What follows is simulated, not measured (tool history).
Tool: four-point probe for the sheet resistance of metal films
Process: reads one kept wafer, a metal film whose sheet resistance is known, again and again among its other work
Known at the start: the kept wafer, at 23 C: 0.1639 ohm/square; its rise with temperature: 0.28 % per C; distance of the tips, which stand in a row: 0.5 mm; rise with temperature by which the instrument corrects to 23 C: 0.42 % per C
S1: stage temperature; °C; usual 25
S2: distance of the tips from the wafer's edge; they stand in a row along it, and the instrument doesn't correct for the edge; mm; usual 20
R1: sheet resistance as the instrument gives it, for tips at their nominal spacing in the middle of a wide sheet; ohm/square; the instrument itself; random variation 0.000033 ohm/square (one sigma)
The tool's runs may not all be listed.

run   hour  S1  S2        R1
  1      0  25  20   0.16422
  2   17.4  25  20  0.164241
  3   35.3  25  20  0.164184
  4   54.9  25  20  0.164292
  5   66.9  25  20  0.164194
  6   83.5  25  20   0.16428
  7   96.5  25  20  0.164259
  8  108.4  25  20  0.164214
  9  117.3  25  20  0.164228
 10  131.7  25  20  0.164252
 11  145.4  25   5  0.165072
 12    154  25   5  0.165079
 13  174.7  25   5  0.165043
 14  191.9  25   5  0.165031
 15    205  25   5  0.165039
 16    223  25  41  0.164189
 17  236.3  25  20  0.164252
 18  252.6  25  20  0.164152
 19  267.2  25  20  0.164305
 20  281.7  25  20   0.16424
 21  290.9  25  33  0.164232
 22  308.7  25  33    0.1643
 23  323.2  25  33  0.164295
 24  338.3  22  10   0.16515
 25  354.6  22  15  0.164968
 26  369.5  19  15  0.165704
 27  378.2  19  15  0.165763
 28  398.9  33  18  0.162566
 29  408.5  33  18  0.162591
 30  426.5  33  15  0.162631
 31  447.2  31   9  0.163138
 32  460.6  26  35  0.164072
 33    470  26  35  0.164094
 34  487.5  26  14  0.164158
 35  505.8  26  14  0.164126
 36  518.8  22   7   0.16542
 37  530.8  22   7  0.165401
 38    543  30  16   0.16327
 39  556.7  20   9  0.165634
 40  572.9  20   9  0.165691
 41  581.5  28   4  0.164976
 42  601.8  28   4  0.164982
 43  616.4  25   5  0.165191
 44  633.5  25  68  0.164319
 45  651.1  25  68  0.164318
 46  661.3  20  12  0.165615

Measured less the same run without the tool's hidden state. The same run-to-run variation is in both; the gauge's scatter may not be:
The hidden state here: inner tips' distance over the nominal, %; tips' flats over new ones', %; wafer's true temperature over the reading, C; drift of the gauge itself on sheet_ohm, %.
run         R1
  1  +0.000693
  2  +0.000697
  3  +0.000701
  4  +0.000707
  5  +0.000709
  6  +0.000714
  7  +0.000717
  8  +0.000719
  9  +0.000722
 10  +0.000724
 11  +0.000732
 12  +0.000733
 13  +0.000739
 14  +0.000743
 15  +0.000746
 16  +0.000748
 17  +0.000751
 18  +0.000754
 19  +0.000758
 20  +0.000761
 21  +0.000764
 22  +0.000769
 23  +0.000772
 24   +0.00078
 25  +0.000783
 26  +0.000791
 27  +0.000793
 28  +0.000782
 29  +0.000785
 30   +0.00079
 31  +0.000798
 32  +0.000806
 33  +0.000809
 34  +0.000813
 35  +0.000817
 36  +0.000827
 37   +0.00083
 38  +0.000823
 39  +0.000838
 40  +0.000842
 41  +0.000841
 42  +0.000845
 43  +0.000851
 44  +0.000851
 45  +0.000855
 46  +0.000864

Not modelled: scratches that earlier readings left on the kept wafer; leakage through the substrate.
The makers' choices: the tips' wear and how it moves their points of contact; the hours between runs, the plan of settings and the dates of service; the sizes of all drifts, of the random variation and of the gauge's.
